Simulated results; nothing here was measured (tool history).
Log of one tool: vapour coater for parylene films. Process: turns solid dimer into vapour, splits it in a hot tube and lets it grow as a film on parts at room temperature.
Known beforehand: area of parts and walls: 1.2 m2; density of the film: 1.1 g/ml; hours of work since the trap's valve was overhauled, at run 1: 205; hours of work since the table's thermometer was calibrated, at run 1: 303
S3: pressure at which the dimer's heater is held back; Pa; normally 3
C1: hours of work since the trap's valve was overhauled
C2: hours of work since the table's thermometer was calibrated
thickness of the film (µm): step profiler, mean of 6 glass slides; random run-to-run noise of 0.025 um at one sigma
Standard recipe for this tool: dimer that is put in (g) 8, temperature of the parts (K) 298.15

{"run": 1, "day": 0.0, "dimer that is put in (g)": 8, "temperature of the parts (K)": 298.15, "S3": 3, "C1": 205, "C2": 303, "thickness of the film (µm)": 3.04}
{"run": 2, "day": 0.8, "dimer that is put in (g)": 8, "temperature of the parts (K)": 298.15, "S3": 3, "C1": 213, "C2": 311, "thickness of the film (µm)": 3.04}
{"run": 3, "day": 1.746, "dimer that is put in (g)": 8, "temperature of the parts (K)": 298.15, "S3": 3, "C1": 223, "C2": 321, "thickness of the film (µm)": 2.98}
{"run": 4, "day": 3.25, "dimer that is put in (g)": 8, "temperature of the parts (K)": 298.15, "S3": 3, "C1": 238, "C2": 336, "thickness of the film (µm)": 2.97}
{"day": 4.871, "done": "trap's valve overhauled"}
{"run": 5, "day": 5.167, "dimer that is put in (g)": 6, "temperature of the parts (K)": 298.15, "S3": 3, "C1": 3, "C2": 354, "thickness of the film (µm)": 2.22}
{"run": 6, "day": 6.917, "dimer that is put in (g)": 6, "temperature of the parts (K)": 298.15, "S3": 3, "C1": 21, "C2": 372, "thickness of the film (µm)": 2.13}
{"run": 7, "day": 7.779, "dimer that is put in (g)": 6, "temperature of the parts (K)": 298.15, "S3": 3, "C1": 30, "C2": 380, "thickness of the film (µm)": 2.14}
{"run": 8, "day": 8.858, "dimer that is put in (g)": 8, "temperature of the parts (K)": 297.15, "S3": 3, "C1": 41, "C2": 391, "thickness of the film (µm)": 2.98}
{"day": 9.271, "done": "trap's valve overhauled, once more"}
{"run": 9, "day": 10.467, "dimer that is put in (g)": 8, "temperature of the parts (K)": 297.15, "S3": 3, "C1": 12, "C2": 406, "thickness of the film (µm)": 3.35}
{"run": 10, "day": 11.204, "dimer that is put in (g)": 8, "temperature of the parts (K)": 297.15, "S3": 3, "C1": 20, "C2": 414, "thickness of the film (µm)": 3.33}
{"run": 11, "day": 12.862, "dimer that is put in (g)": 8, "temperature of the parts (K)": 298.15, "S3": 2.88, "C1": 37, "C2": 430, "thickness of the film (µm)": 3.21}
{"run": 12, "day": 14.267, "dimer that is put in (g)": 8, "temperature of the parts (K)": 298.15, "S3": 2.88, "C1": 51, "C2": 445, "thickness of the film (µm)": 3.21}
{"run": 13, "day": 15.983, "dimer that is put in (g)": 8, "temperature of the parts (K)": 305.15, "S3": 3, "C1": 68, "C2": 462, "thickness of the film (µm)": 2.59}
{"run": 14, "day": 17.496, "dimer that is put in (g)": 8, "temperature of the parts (K)": 298.15, "S3": 2.76, "C1": 84, "C2": 478, "thickness of the film (µm)": 3.22}
{"run": 15, "day": 18.696, "dimer that is put in (g)": 8, "temperature of the parts (K)": 298.15, "S3": 2.76, "C1": 96, "C2": 490, "thickness of the film (µm)": 3.16}
{"run": 16, "day": 19.612, "dimer that is put in (g)": 8, "temperature of the parts (K)": 298.15, "S3": 2.76, "C1": 105, "C2": 499, "thickness of the film (µm)": 3.15}
{"run": 17, "day": 21.121, "dimer that is put in (g)": 8, "temperature of the parts (K)": 298.15, "S3": 2.76, "C1": 121, "C2": 515, "thickness of the film (µm)": 3.18}
{"run": 18, "day": 22.383, "dimer that is put in (g)": 8, "temperature of the parts (K)": 293.15, "S3": 3, "C1": 133, "C2": 527, "thickness of the film (µm)": 3.66}
{"run": 19, "day": 24.05, "dimer that is put in (g)": 8, "temperature of the parts (K)": 298.15, "S3": 3, "C1": 150, "C2": 544, "thickness of the film (µm)": 3.09}
{"run": 20, "day": 25.638, "dimer that is put in (g)": 8, "temperature of the parts (K)": 298.15, "S3": 3, "C1": 167, "C2": 561, "thickness of the film (µm)": 3.07}
{"run": 21, "day": 26.854, "dimer that is put in (g)": 7, "temperature of the parts (K)": 298.15, "S3": 3, "C1": 179, "C2": 573, "thickness of the film (µm)": 2.65}
{"run": 22, "day": 28.329, "dimer that is put in (g)": 7, "temperature of the parts (K)": 298.15, "S3": 3, "C1": 194, "C2": 588, "thickness of the film (µm)": 2.68}
{"run": 23, "day": 29.079, "dimer that is put in (g)": 7, "temperature of the parts (K)": 290.15, "S3": 3, "C1": 202, "C2": 596, "thickness of the film (µm)": 3.4}
{"run": 24, "day": 30.533, "dimer that is put in (g)": 7, "temperature of the parts (K)": 290.15, "S3": 3, "C1": 216, "C2": 610, "thickness of the film (µm)": 3.37}
{"run": 25, "day": 31.896, "dimer that is put in (g)": 3, "temperature of the parts (K)": 300.15, "S3": 4.37, "C1": 230, "C2": 624, "thickness of the film (µm)": 1.01}
{"run": 26, "day": 32.746, "dimer that is put in (g)": 8, "temperature of the parts (K)": 305.15, "S3": 10.52, "C1": 239, "C2": 633, "thickness of the film (µm)": 2.17}
{"run": 27, "day": 33.846, "dimer that is put in (g)": 8, "temperature of the parts (K)": 305.15, "S3": 10.52, "C1": 250, "C2": 644, "thickness of the film (µm)": 2.19}
{"day": 34.35, "done": "trap's valve overhauled"}
{"run": 28, "day": 34.804, "dimer that is put in (g)": 5, "temperature of the parts (K)": 298.15, "S3": 3.42, "C1": 5, "C2": 652, "thickness of the film (µm)": 1.99}
{"run": 29, "day": 35.558, "dimer that is put in (g)": 5, "temperature of the parts (K)": 298.15, "S3": 3.42, "C1": 12, "C2": 660, "thickness of the film (µm)": 2.01}
{"run": 30, "day": 37.042, "dimer that is put in (g)": 7, "temperature of the parts (K)": 298.15, "S3": 3, "C1": 27, "C2": 675, "thickness of the film (µm)": 2.81}
{"run": 31, "day": 38.746, "dimer that is put in (g)": 7, "temperature of the parts (K)": 298.15, "S3": 8.69, "C1": 45, "C2": 692, "thickness of the film (µm)": 2.57}
{"run": 32, "day": 39.804, "dimer that is put in (g)": 7, "temperature of the parts (K)": 302.15, "S3": 8.37, "C1": 56, "C2": 703, "thickness of the film (µm)": 2.29}
{"run": 33, "day": 41.546, "dimer that is put in (g)": 7, "temperature of the parts (K)": 302.15, "S3": 8.37, "C1": 73, "C2": 721, "thickness of the film (µm)": 2.29}
{"run": 34, "day": 42.908, "dimer that is put in (g)": 7, "temperature of the parts (K)": 296.15, "S3": 8.37, "C1": 87, "C2": 735, "thickness of the film (µm)": 2.72}
{"run": 35, "day": 43.683, "dimer that is put in (g)": 7, "temperature of the parts (K)": 296.15, "S3": 8.37, "C1": 95, "C2": 743, "thickness of the film (µm)": 2.7}
{"run": 36, "day": 44.775, "dimer that is put in (g)": 7, "temperature of the parts (K)": 298.15, "S3": 7.45, "C1": 106, "C2": 754, "thickness of the film (µm)": 2.57}
{"run": 37, "day": 46.317, "dimer that is put in (g)": 7, "temperature of the parts (K)": 298.15, "S3": 7.45, "C1": 122, "C2": 769, "thickness of the film (µm)": 2.6}
{"run": 38, "day": 47.212, "dimer that is put in (g)": 7, "temperature of the parts (K)": 298.15, "S3": 4.04, "C1": 131, "C2": 778, "thickness of the film (µm)": 2.65}
{"run": 39, "day": 48.429, "dimer that is put in (g)": 4, "temperature of the parts (K)": 303.15, "S3": 2.68, "C1": 143, "C2": 791, "thickness of the film (µm)": 1.35}
{"run": 40, "day": 49.254, "dimer that is put in (g)": 3, "temperature of the parts (K)": 297.15, "S3": 4.64, "C1": 152, "C2": 799, "thickness of the film (µm)": 1.18}
{"run": 41, "day": 49.979, "dimer that is put in (g)": 3, "temperature of the parts (K)": 297.15, "S3": 4.64, "C1": 159, "C2": 807, "thickness of the film (µm)": 1.14}
{"run": 42, "day": 50.75, "dimer that is put in (g)": 14, "temperature of the parts (K)": 303.15, "S3": 8.83, "C1": 167, "C2": 814, "thickness of the film (µm)": 4.26}
{"run": 43, "day": 52.079, "dimer that is put in (g)": 10, "temperature of the parts (K)": 299.15, "S3": 4.29, "C1": 180, "C2": 828, "thickness of the film (µm)": 3.65}

Run by run, hidden condition taken away, random variation retained:
Unlogged tool condition in this case: vapour lost through the trap's worn valve, %; true temperature of the parts over the reading, C; drift of the gauge itself on film_um, %.
run=1 thickness_of_the_film_(µm)=3.31
run=2 thickness_of_the_film_(µm)=3.32
run=3 thickness_of_the_film_(µm)=3.27
run=4 thickness_of_the_film_(µm)=3.28
run=5 thickness_of_the_film_(µm)=2.5
run=6 thickness_of_the_film_(µm)=2.42
run=7 thickness_of_the_film_(µm)=2.44
run=8 thickness_of_the_film_(µm)=3.41
run=9 thickness_of_the_film_(µm)=3.38
run=10 thickness_of_the_film_(µm)=3.37
run=11 thickness_of_the_film_(µm)=3.27
run=12 thickness_of_the_film_(µm)=3.28
run=13 thickness_of_the_film_(µm)=2.67
run=14 thickness_of_the_film_(µm)=3.33
run=15 thickness_of_the_film_(µm)=3.29
run=16 thickness_of_the_film_(µm)=3.29
run=17 thickness_of_the_film_(µm)=3.34
run=18 thickness_of_the_film_(µm)=3.86
run=19 thickness_of_the_film_(µm)=3.29
run=20 thickness_of_the_film_(µm)=3.28
run=21 thickness_of_the_film_(µm)=2.85
run=22 thickness_of_the_film_(µm)=2.9
run=23 thickness_of_the_film_(µm)=3.69
run=24 thickness_of_the_film_(µm)=3.68
run=25 thickness_of_the_film_(µm)=1.11
run=26 thickness_of_the_film_(µm)=2.39
run=27 thickness_of_the_film_(µm)=2.42
run=28 thickness_of_the_film_(µm)=2.01
run=29 thickness_of_the_film_(µm)=2.04
run=30 thickness_of_the_film_(µm)=2.86
run=31 thickness_of_the_film_(µm)=2.64
run=32 thickness_of_the_film_(µm)=2.36
run=33 thickness_of_the_film_(µm)=2.38
run=34 thickness_of_the_film_(µm)=2.84
run=35 thickness_of_the_film_(µm)=2.82
run=36 thickness_of_the_film_(µm)=2.7
run=37 thickness_of_the_film_(µm)=2.74
run=38 thickness_of_the_film_(µm)=2.8
run=39 thickness_of_the_film_(µm)=1.44
run=40 thickness_of_the_film_(µm)=1.26
run=41 thickness_of_the_film_(µm)=1.22
run=42 thickness_of_the_film_(µm)=4.58
run=43 thickness_of_the_film_(µm)=3.94

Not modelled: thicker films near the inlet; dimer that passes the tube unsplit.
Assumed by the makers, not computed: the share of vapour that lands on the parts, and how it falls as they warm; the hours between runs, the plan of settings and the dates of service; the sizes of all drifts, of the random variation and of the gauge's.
